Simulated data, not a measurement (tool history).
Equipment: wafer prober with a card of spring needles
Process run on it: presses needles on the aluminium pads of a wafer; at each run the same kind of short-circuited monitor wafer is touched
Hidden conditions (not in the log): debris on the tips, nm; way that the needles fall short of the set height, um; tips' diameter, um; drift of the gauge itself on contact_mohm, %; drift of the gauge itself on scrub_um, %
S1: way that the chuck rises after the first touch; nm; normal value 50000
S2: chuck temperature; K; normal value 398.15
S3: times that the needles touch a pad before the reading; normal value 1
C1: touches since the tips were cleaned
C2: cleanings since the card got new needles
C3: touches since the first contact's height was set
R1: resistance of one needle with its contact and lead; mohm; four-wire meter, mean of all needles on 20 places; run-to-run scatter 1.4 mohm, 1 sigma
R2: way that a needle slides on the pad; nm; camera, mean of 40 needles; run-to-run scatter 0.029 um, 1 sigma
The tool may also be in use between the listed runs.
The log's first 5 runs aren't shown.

| run | hour | S1 | S2 | S3 | C1 | C2 | C3 | R1 | R2 |
|---|---|---|---|---|---|---|---|---|---|
|  | 132.5 | tips cleaned on abrasive film |
|  | 145.7 | tips cleaned on abrasive film |
| 6 | 156.4 | 50000 | 398.15 | 1 | 7285 | 57 | 173416 | 124 | 12220 |
|  | 158.3 | tips cleaned on abrasive film |
|  | 172.3 | tips cleaned on abrasive film |
|  | 185.4 | tips cleaned on abrasive film |
| 7 | 186.6 | 50000 | 398.15 | 1 | 845 | 60 | 193794 | 126 | 12270 |
|  | 189.1 | height of the first contact set anew |
|  | 198.4 | tips cleaned on abrasive film |
|  | 212.2 | tips cleaned on abrasive film |
| 8 | 215.2 | 50000 | 379.15 | 1 | 2027 | 62 | 17631 | 121 | 12240 |
|  | 226.7 | tips cleaned on abrasive film |
| 9 | 235.9 | 50000 | 379.15 | 1 | 6239 | 63 | 31648 | 121 | 12190 |
|  | 241.1 | tips cleaned on abrasive film |
|  | 254 | tips cleaned on abrasive film |
| 10 | 265.7 | 50000 | 379.15 | 1 | 7983 | 65 | 51839 | 122 | 12210 |
|  | 268.4 | tips cleaned on abrasive film |
|  | 281.2 | tips cleaned on abrasive film |
|  | 294.4 | tips cleaned on abrasive film |
| 11 | 295.9 | 50000 | 379.15 | 1 | 1059 | 68 | 72226 | 122 | 12230 |
|  | 308.5 | tips cleaned on abrasive film |
|  | 322.3 | tips cleaned on abrasive film |
| 12 | 330.8 | 50000 | 363.15 | 1 | 5806 | 70 | 95838 | 121 | 12240 |
|  | 336.1 | tips cleaned on abrasive film |
|  | 348.8 | tips cleaned on abrasive film |
| 13 | 348.8 | 50000 | 299.15 | 1 | 0 | 72 | 107990 | 110 | 12160 |
|  | 361.4 | tips cleaned on abrasive film |
|  | 376.2 | tips cleaned on abrasive film |
| 14 | 378.3 | 50000 | 299.15 | 1 | 1380 | 74 | 127923 | 109 | 12200 |
|  | 389.2 | tips cleaned on abrasive film |
|  | 403 | tips cleaned on abrasive film |
| 15 | 404.5 | 50000 | 398.15 | 1 | 1023 | 76 | 145675 | 125 | 12170 |
|  | 417.1 | tips cleaned on abrasive film |
|  | 430.5 | tips cleaned on abrasive film |
| 16 | 440.2 | 33000 | 357.15 | 3 | 6636 | 78 | 169882 | 128 | 8010 |
|  | 443.4 | tips cleaned on abrasive film |
|  | 458.3 | tips cleaned on abrasive film |
| 17 | 458.6 | 34000 | 344.15 | 2 | 237 | 80 | 182281 | 124 | 8280 |
|  | 472.7 | tips cleaned on abrasive film |
|  | 477.6 | height of the first contact set anew |
| 18 | 481.3 | 50000 | 321.15 | 1 | 5668 | 81 | 2543 | 112 | 12150 |

Run 19 is up next; what results do you expect?
|  | 486.9 | tips cleaned on abrasive film |
|  | 500.5 | tips cleaned on abrasive film |
| 19 | 500.5 | 41000 | 306.15 | 1 | 0 | 83 | 15471 | ? | ? |

R1: 115 mohm
R2: 9950 nm
Were there no unlogged condition in the tool, this run, its random variation unchanged, would have produced R1 115 mohm, R2 10050 nm.
